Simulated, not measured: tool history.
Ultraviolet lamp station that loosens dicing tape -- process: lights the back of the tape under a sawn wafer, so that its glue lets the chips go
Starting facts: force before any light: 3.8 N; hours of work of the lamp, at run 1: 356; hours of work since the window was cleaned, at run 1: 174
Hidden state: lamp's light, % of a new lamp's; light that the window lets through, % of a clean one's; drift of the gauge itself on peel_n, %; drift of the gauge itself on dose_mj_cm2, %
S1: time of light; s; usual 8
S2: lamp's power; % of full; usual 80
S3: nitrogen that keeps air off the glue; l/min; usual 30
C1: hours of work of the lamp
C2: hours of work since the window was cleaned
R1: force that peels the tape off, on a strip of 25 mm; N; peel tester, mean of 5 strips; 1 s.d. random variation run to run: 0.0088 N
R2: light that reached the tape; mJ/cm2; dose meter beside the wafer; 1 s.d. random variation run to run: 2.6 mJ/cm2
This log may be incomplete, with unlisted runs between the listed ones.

run,day,S1,S2,S3,C1,C2,R1,R2
1,0.000,8,80,30,356,174,0.363,320
2,0.392,8,80,30,364,181,0.378,319
3,0.938,8,80,30,374,191,0.345,318
4,1.567,8,83,30,385,203,0.344,338
5,2.058,8,80,15,394,212,0.620,322
6,2.688,8,80,15,406,223,0.603,322
7,3.062,11,80,15,413,230,0.358,440
8,3.700,8,66,30,425,242,0.525,264
9,4.496,9,80,30,440,257,0.286,360
10,5.183,9,80,30,452,270,0.297,363
11,5.804,8,98,30,464,281,0.225,394
12,6.550,8,64,30,478,295,0.552,254
13,6.996,5,97,59,486,303,0.415,245

Predict each of these 3 candidate next runs independently; none follows another, all start after run 13:
A,7.612,7,61,16,497,315,?,?
B,7.612,5,64,12,497,315,?,?
C,7.612,5,97,9,497,315,?,?

run,R1,R2
A,1.104,213
B,1.645,160
C,1.252,249
With the hidden condition removed and each run's random variation left untouched, the same runs would have given:
run,R1,R2
A,1.101,213
B,1.641,160
C,1.249,249

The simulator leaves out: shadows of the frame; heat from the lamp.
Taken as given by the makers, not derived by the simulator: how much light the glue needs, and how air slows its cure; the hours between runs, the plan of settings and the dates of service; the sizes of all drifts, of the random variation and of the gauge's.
